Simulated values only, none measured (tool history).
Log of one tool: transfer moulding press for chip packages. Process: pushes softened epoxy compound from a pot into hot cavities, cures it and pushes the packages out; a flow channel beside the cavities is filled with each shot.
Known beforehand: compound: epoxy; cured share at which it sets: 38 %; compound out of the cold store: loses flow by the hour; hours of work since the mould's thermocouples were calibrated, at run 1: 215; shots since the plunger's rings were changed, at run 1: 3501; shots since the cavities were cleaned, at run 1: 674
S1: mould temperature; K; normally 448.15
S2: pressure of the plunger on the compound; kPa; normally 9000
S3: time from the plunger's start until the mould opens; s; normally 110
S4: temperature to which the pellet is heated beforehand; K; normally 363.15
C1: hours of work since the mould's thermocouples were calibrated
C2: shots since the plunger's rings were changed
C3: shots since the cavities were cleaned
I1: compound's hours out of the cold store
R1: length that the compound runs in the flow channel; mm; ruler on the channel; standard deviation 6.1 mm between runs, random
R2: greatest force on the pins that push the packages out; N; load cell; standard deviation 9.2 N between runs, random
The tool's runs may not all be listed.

run     day      S1    S2   S3      S4   C1    C2    C3    I1   R1    R2
  1   0.000  448.15  9000  110  363.15  215  3501   674  14.6  869   621
  2   0.467  448.15  9000  110  363.15  224  3638   811  12.7  870   627
  3   0.846  448.15  9000  110  370.15  230  3750   923  43.1  750   593
  4   1.083  448.15  9000  110  363.15  235  3820   993  33.9  784   602
      1.442  -- cavities cleaned with cleaning compound and waxed
  5   1.446  448.15  9000  110  363.15  240  3908     1  27.8  813   682
  6   1.912  448.15  9000  110  363.15  249  4045   138  18.4  851   723
  7   2.288  448.15  9000  110  363.15  255  4155   248  25.1  821   646
  8   2.512  448.15  9000  110  363.15  259  4221   314  44.3  743   631
  9   2.925  448.15  9000  110  363.15  267  4342   435  22.1  839   689
 10   3.408  448.15  9000  110  363.15  276  4485   578  47.0  728   642
 11   3.638  448.15  7200  110  363.15  280  4552   645  26.1  724   679
 12   3.904  448.15  9000  110  363.15  285  4631   724  27.4  803   653
      4.058  -- cavities cleaned with cleaning compound and waxed, once more
 13   4.446  448.15  9000  110  363.15  293  4771   114  41.3  744   436
 14   4.692  448.15  9000  110  363.15  298  4843   186  44.2  734   470
 15   4.892  448.15  9000  110  363.15  301  4902   245  28.7  788   495
 16   5.350  448.15  9000  110  363.15  309  5036   379  21.2  816   547
 17   5.833  448.15  9000  110  361.15  318  5178   521  30.4  781   571
 18   6.150  448.15  9000  110  361.15  324  5272   615  24.4  813   585
 19   6.458  448.15  9000  110  361.15  330  5362   705  29.7  781   609
 20   6.783  448.15  9000  110  357.15  335  5458   801  25.0  792   627
 21   7.129  447.15  6840  113  371.15  342  5559   902  21.0  716   620
 22   7.533  441.15  9000  110  363.15  349  5679  1022  23.9  815  1028
      7.829  -- cavities cleaned with cleaning compound and waxed
 23   8.000  453.15  9000  110  369.15  356  5797    51  29.3  767   365
 24   8.400  441.15  7480   93  360.15  363  5914   168  11.2  797  1191
 25   8.712  441.15  7480   93  360.15  369  6007   261  33.2  704  1137
 26   9.025  452.15  8460  136  362.15  375  6098   352  34.7  712   400
 27   9.521  448.15  9000   94  363.15  384  6244   498  30.7  772   752
 28   9.779  449.15  9500  138  372.15  388  6319   573  32.9  775   440
      9.908  -- mould's thermocouples calibrated
     10.383  -- plunger's sealing rings changed
 29  10.383  449.15  9500  143  372.15    7     0   696  45.8  794   449

Hidden state or all else? Some run-to-run changes of R1, split into what the settings, what came in and random variation would give without the hidden state, and what is left for the hidden state (with any gauge scatter that isn't in both results):
Hidden state at play: true mould temperature over the reading, C; pressure that reaches the compound, % of what is set; grip of the stained cavities, % over clean ones'; drift of the gauge itself on flow_mm, %; drift of the gauge itself on push_out_n, %.
Run 2 -> 3: S4 363.15 -> 370.15. R1 -120 mm: hidden state +6, all else -126.
Run 9 -> 10: settings left as they were, no log entry in between. R1 -111 mm: hidden state +5, all else -116.
Run 21 -> 22: S1 447.15 -> 441.15, S2 6840 -> 9000, S3 113 -> 110, S4 371.15 -> 363.15. R1 +99 mm: hidden state -11, all else +110.
Run 28 -> 29: S3 138 -> 143, mould's thermocouples calibrated, plunger's sealing rings changed. R1 +19 mm: hidden state +74, all else -55.

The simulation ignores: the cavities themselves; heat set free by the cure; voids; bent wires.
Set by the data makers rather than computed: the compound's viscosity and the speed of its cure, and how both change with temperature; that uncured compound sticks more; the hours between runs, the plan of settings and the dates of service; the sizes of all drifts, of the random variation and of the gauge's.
